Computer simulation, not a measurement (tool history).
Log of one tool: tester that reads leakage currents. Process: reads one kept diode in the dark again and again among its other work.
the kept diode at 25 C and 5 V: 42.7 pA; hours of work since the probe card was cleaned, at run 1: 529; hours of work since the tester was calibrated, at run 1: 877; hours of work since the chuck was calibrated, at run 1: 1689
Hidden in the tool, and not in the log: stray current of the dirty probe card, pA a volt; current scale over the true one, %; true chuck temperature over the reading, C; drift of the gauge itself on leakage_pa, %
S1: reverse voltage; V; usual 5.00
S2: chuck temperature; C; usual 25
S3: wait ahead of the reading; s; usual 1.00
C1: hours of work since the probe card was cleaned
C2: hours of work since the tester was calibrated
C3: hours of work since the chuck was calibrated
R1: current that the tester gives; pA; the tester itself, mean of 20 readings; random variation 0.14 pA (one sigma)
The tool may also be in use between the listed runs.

run,hour,S1,S2,S3,C1,C2,C3,R1
1,0.0,5.00,25,1.00,529,877,1689,50.61
2,129.0,5.00,25,1.00,586,934,1746,50.59
3,274.1,5.00,25,1.00,650,998,1811,50.98
4,461.6,5.00,25,1.00,734,1082,1894,51.28
5,635.1,5.00,25,8.44,811,1159,1971,50.56
6,780.7,5.00,25,2.70,875,1223,2036,51.43
7,973.9,5.00,25,2.70,961,1309,2121,51.92
8,1130.5,4.66,58,0.54,1030,1379,2191,433.91
9,1298.6,2.66,58,8.54,1105,1453,2265,327.26
10,1437.1,2.94,47,0.34,1166,1515,2327,178.75
11,1586.8,4.87,49,2.23,1233,1581,2393,257.17
# hour 1604.1: chuck's temperature calibrated
12,1782.9,5.00,25,0.97,1319,1667,79,47.78

Forecast each of these 3 alternatives for the next run:
A,1953.0,5.00,48,1.00,1395,1743,155,?
B,1953.0,5.53,53,3.60,1395,1743,155,?
C,1953.0,11.44,37,4.85,1395,1743,155,?

run,R1
A,220.29
B,312.98
C,161.90
Without the tool's hidden state the same runs would have given:
run,R1
A,211.59
B,301.61
C,151.08

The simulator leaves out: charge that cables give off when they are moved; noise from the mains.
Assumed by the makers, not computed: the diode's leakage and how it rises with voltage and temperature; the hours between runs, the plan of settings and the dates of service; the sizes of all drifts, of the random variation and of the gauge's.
